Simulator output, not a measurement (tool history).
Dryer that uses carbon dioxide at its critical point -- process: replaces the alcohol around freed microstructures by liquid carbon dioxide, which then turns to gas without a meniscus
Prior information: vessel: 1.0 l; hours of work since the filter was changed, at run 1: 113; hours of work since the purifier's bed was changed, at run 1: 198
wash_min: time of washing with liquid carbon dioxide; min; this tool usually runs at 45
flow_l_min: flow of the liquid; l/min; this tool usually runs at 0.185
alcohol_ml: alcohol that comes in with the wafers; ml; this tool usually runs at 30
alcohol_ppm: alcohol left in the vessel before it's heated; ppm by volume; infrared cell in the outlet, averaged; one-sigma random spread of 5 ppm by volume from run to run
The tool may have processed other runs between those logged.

run,hour,wash_min,flow_l_min,alcohol_ml,hours of work since the filter was changed,hours of work since the purifier's bed was changed,alcohol_ppm
1,0,45,0.185,30,113,198,61
2,7,47,0.185,30,117,202,46
3,21.5,45,0.185,30,124,209,62
4,38.2,35,0.185,30,132,218,154
5,49.1,45,0.185,30,138,223,59
6,60.8,45,0.185,30,144,229,67
7,74.9,45,0.185,30,151,236,70
8,88.6,45,0.217,30,158,243,64
9,102.1,45,0.185,30,165,250,78
10,117,45,0.185,27,172,257,64
11,132.2,30,0.185,30,180,265,299
12,140.2,45,0.185,107,184,269,138
13,152.4,45,0.185,107,190,275,129
14,162.1,45,0.185,107,195,280,132
15,172.8,45,0.185,45,200,285,85
16,186.2,45,0.185,45,207,292,97
17,195.8,45,0.185,45,212,297,80
18,203.9,45,0.185,45,216,301,97
19,211.4,45,0.167,45,220,305,129
20,222.8,45,0.167,45,225,311,123
21,238.1,45,0.167,32,233,318,111
22,248.2,45,0.167,32,238,323,112
23,262.9,45,0.185,39,245,331,88
24,276.5,45,0.185,39,252,338,96
25,293.6,45,0.186,20,261,346,86
26,301.2,28,0.115,56,265,350,3667
27,318.3,39,0.169,113,273,359,522
28,333.8,39,0.169,113,281,366,511
29,344.9,67,0.3,22,287,372,69
30,361.4,50,0.222,21,295,380,71
31,374.9,47,0.224,21,302,387,70
32,390,47,0.224,21,309,395,64
33,402.1,37,0.143,93,316,401,1174
34,416,58,0.228,52,323,408,71
35,424.9,51,0.247,30,327,412,74
36,433.1,51,0.247,30,331,416,75
37,449.2,59,0.122,30,339,425,150
38,464.5,59,0.122,30,347,432,148
39,477.4,43,0.122,80,353,439,1065
40,487.7,43,0.122,80,359,444,1075
41,504.7,38,0.295,104,367,452,91
42,518.7,38,0.295,104,374,459,97
43,527.6,34,0.27,29,379,464,95
44,543.9,45,0.272,33,387,472,75
45,557.5,50,0.227,67,394,479,87
46,574,50,0.227,67,402,487,96
47,588.1,32,0.227,21,409,494,142

For some of the steps in alcohol_ppm from one run to the next: how much would appear even if the tool had no hidden state, given the settings, what came in and random variation, and how much remains for the hidden state plus any gauge scatter that the measured result and the result without hidden state don't share?
Hidden conditions of the tool in this case: flow that reaches the vessel past the clogged filter, %; alcohol in the recycled carbon dioxide, ppm; drift of the gauge itself on alcohol_ppm, %.
Run 25 -> 26: wash_min 45 -> 28, flow_l_min 0.186 -> 0.115, alcohol_ml 20 -> 56. alcohol_ppm +3581 ppm by volume: hidden state +702, all else +2879.
Run 26 -> 27: wash_min 28 -> 39, flow_l_min 0.115 -> 0.169, alcohol_ml 56 -> 113. alcohol_ppm -3145 ppm by volume: hidden state -542, all else -2603.
Run 32 -> 33: wash_min 47 -> 37, flow_l_min 0.224 -> 0.143, alcohol_ml 21 -> 93. alcohol_ppm +1110 ppm by volume: hidden state +378, all else +732.

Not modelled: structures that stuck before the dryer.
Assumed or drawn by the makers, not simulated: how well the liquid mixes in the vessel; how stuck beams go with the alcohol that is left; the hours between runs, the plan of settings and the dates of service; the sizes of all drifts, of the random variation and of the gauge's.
